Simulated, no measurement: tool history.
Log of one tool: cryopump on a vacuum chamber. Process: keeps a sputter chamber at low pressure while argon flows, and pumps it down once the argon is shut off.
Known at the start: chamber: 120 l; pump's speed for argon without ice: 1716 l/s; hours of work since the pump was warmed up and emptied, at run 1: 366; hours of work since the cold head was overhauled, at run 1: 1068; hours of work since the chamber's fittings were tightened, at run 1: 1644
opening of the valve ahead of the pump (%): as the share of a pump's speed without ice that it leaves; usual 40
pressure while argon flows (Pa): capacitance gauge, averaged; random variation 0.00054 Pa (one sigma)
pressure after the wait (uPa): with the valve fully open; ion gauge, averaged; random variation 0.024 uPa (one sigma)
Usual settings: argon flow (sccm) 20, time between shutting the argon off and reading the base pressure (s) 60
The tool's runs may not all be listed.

run   hour  argon flow (sccm)  time between shutting the argon off and reading the base pressure (s)  opening of the valve ahead of the pump (%)  hours of work since the pump was warmed up and emptied  hours of work since the cold head was overhauled  hours of work since the chamber's fittings were tightened  pressure while argon flows (Pa)  pressure after the wait (uPa)
  1    0.0                 20                                                                     60                                          40                                                     366                                              1068                                                       1644                           0.0552                           2.05
  2   65.5                 20                                                                     60                                          40                                                     414                                              1116                                                       1692                           0.0558                           2.18
  3  124.3                 20                                                                     60                                          40                                                     457                                              1159                                                       1735                           0.0574                           2.12
  4  191.6                 20                                                                     60                                          40                                                     507                                              1208                                                       1785                           0.0577                           2.26
  5  263.8                 20                                                                     60                                          40                                                     560                                              1261                                                       1838                           0.0585                           2.44
  6  338.0                 12                                                                     60                                          40                                                     614                                              1316                                                       1892                           0.0365                           2.55
     405.4  -- pump warmed up, emptied and cooled again
  7  414.0                 12                                                                     60                                          40                                                       6                                              1368                                                       1944                           0.0302                           1.97
  8  461.7                 12                                                                     60                                          40                                                      41                                              1403                                                       1979                           0.0292                           2.02
  9  529.8                 12                                                                     60                                          40                                                      91                                              1453                                                       2029                           0.0306                           2.09
 10  573.3                 28                                                                    158                                          28                                                     123                                              1485                                                       2061                           0.1015                           1.66
 11  638.0                 29                                                                    158                                          27                                                     171                                              1532                                                       2109                           0.1113                           1.67
 12  691.1                 29                                                                    203                                          27                                                     210                                              1571                                                       2148                           0.1100                           1.74
 13  728.6                 15                                                                    203                                          27                                                     237                                              1599                                                       2175                           0.0566                           1.76
 14  762.1                 15                                                                    203                                          27                                                     262                                              1624                                                       2200                           0.0578                           1.80

Hidden state at the last listed run before each entry between runs and at the first one after, where it differs:
Between runs 6 and 7: pump warmed up, emptied and cooled again (hour 405.4)
  pump's speed, % of a pump's without ice: 65.7 -> 99.5; cold plate's temperature, K: 13.29 -> 13.32; leak into the chamber, uPa l/s: 1986 -> 2033
  measured less the result without the state, pressure while argon flows (Pa): +0.0067 -> +0.0003; pressure after the wait (uPa): +1.64 -> +1.05

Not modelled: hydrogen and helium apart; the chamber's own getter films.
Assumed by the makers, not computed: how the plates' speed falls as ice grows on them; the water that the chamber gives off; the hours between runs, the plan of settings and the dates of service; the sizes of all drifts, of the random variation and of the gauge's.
